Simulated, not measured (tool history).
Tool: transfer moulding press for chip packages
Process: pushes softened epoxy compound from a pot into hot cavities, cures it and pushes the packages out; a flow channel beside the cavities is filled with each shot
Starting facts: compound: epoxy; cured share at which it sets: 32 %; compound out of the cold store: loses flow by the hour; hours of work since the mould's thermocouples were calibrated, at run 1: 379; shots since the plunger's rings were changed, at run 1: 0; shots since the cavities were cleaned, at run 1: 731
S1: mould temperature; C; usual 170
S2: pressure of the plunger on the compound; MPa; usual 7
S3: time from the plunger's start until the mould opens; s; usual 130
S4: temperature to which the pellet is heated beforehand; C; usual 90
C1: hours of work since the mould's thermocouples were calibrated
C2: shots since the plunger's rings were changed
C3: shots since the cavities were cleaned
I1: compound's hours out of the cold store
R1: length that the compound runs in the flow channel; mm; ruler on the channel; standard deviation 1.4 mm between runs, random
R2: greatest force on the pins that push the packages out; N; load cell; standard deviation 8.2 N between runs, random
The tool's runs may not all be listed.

run 1 hour=0 | S1=170 S2=7 S3=130 S4=90 | C1=379 C2=0 C3=731 | I1=28.2 | R1=534 R2=354
run 2 hour=16.5 | S1=170 S2=7 S3=130 S4=90 | C1=386 C2=109 C3=840 | I1=18.5 | R1=555 R2=363
run 3 hour=42.2 | S1=170 S2=7 S3=130 S4=90 | C1=396 C2=278 C3=1009 | I1=40.7 | R1=510 R2=347
-- hour=51.5 cavities cleaned with cleaning compound and waxed
run 4 hour=68.5 | S1=170 S2=7 S3=130 S4=90 | C1=407 C2=441 C3=112 | I1=15 | R1=566 R2=365
run 5 hour=86.1 | S1=170 S2=7 S3=130 S4=90 | C1=414 C2=556 C3=227 | I1=17.2 | R1=557 R2=372
run 6 hour=105.7 | S1=170 S2=7 S3=130 S4=90 | C1=423 C2=685 C3=356 | I1=39 | R1=508 R2=358
run 7 hour=133.2 | S1=170 S2=7 S3=130 S4=90 | C1=434 C2=866 C3=537 | I1=15.9 | R1=563 R2=366
run 8 hour=157.3 | S1=170 S2=7 S3=130 S4=90 | C1=445 C2=1025 C3=696 | I1=9 | R1=576 R2=371
run 9 hour=188.5 | S1=170 S2=7 S3=130 S4=90 | C1=458 C2=1230 C3=901 | I1=39.3 | R1=513 R2=346
-- hour=212.9 cavities cleaned with cleaning compound and waxed
run 10 hour=212.9 | S1=170 S2=7 S3=130 S4=90 | C1=467 C2=1381 C3=0 | I1=42.5 | R1=502 R2=342
run 11 hour=240 | S1=170 S2=7 S3=130 S4=90 | C1=479 C2=1559 C3=178 | I1=10.5 | R1=574 R2=374
run 12 hour=264.7 | S1=170 S2=7 S3=130 S4=90 | C1=489 C2=1722 C3=341 | I1=35.3 | R1=520 R2=351
run 13 hour=289.6 | S1=170 S2=7 S3=130 S4=90 | C1=500 C2=1886 C3=505 | I1=14.7 | R1=564 R2=366
run 14 hour=307.3 | S1=170 S2=7 S3=130 S4=90 | C1=507 C2=2002 C3=621 | I1=31 | R1=529 R2=364
run 15 hour=327.4 | S1=170 S2=6.54 S3=141 S4=82 | C1=516 C2=2135 C3=754 | I1=15.8 | R1=543 R2=336
run 16 hour=345.3 | S1=170 S2=6.54 S3=141 S4=82 | C1=523 C2=2252 C3=871 | I1=19.8 | R1=532 R2=328
-- hour=373.6 cavities cleaned with cleaning compound and waxed
run 17 hour=375.6 | S1=170 S2=6.54 S3=141 S4=83 | C1=536 C2=2441 C3=12 | I1=15 | R1=544 R2=313
run 18 hour=401 | S1=165 S2=7 S3=120 S4=90 | C1=546 C2=2609 C3=180 | I1=33.9 | R1=535 R2=591
run 19 hour=420.1 | S1=175 S2=7 S3=120 S4=90 | C1=555 C2=2735 C3=306 | I1=29.9 | R1=519 R2=321
run 20 hour=444.8 | S1=175 S2=7 S3=120 S4=90 | C1=565 C2=2897 C3=468 | I1=33.3 | R1=512 R2=328
run 21 hour=471.4 | S1=170 S2=7.71 S3=130 S4=93 | C1=576 C2=3072 C3=643 | I1=47.1 | R1=518 R2=342
run 22 hour=500.6 | S1=174 S2=6.73 S3=135 S4=93 | C1=589 C2=3264 C3=835 | I1=43.5 | R1=484 R2=299
run 23 hour=518.3 | S1=174 S2=6.73 S3=139 S4=86 | C1=596 C2=3381 C3=952 | I1=8.9 | R1=557 R2=306
-- hour=536.6 cavities cleaned with cleaning compound and waxed
run 24 hour=552.5 | S1=170 S2=5.56 S3=130 S4=95 | C1=610 C2=3595 C3=104 | I1=17.4 | R1=495 R2=355
run 25 hour=579.8 | S1=169 S2=5.56 S3=125 S4=95 | C1=622 C2=3775 C3=284 | I1=39 | R1=457 R2=381

For run 26, what comes out?
run 26 hour=597 | S1=169 S2=5.56 S3=125 S4=95 | C1=629 C2=3889 C3=398 | I1=35.8 | R1=? R2=?

Run 26 gave R1 464 mm, R2 394 N.
Without the tool's hidden state the same run would have given R1 465 mm, R2 389 N.
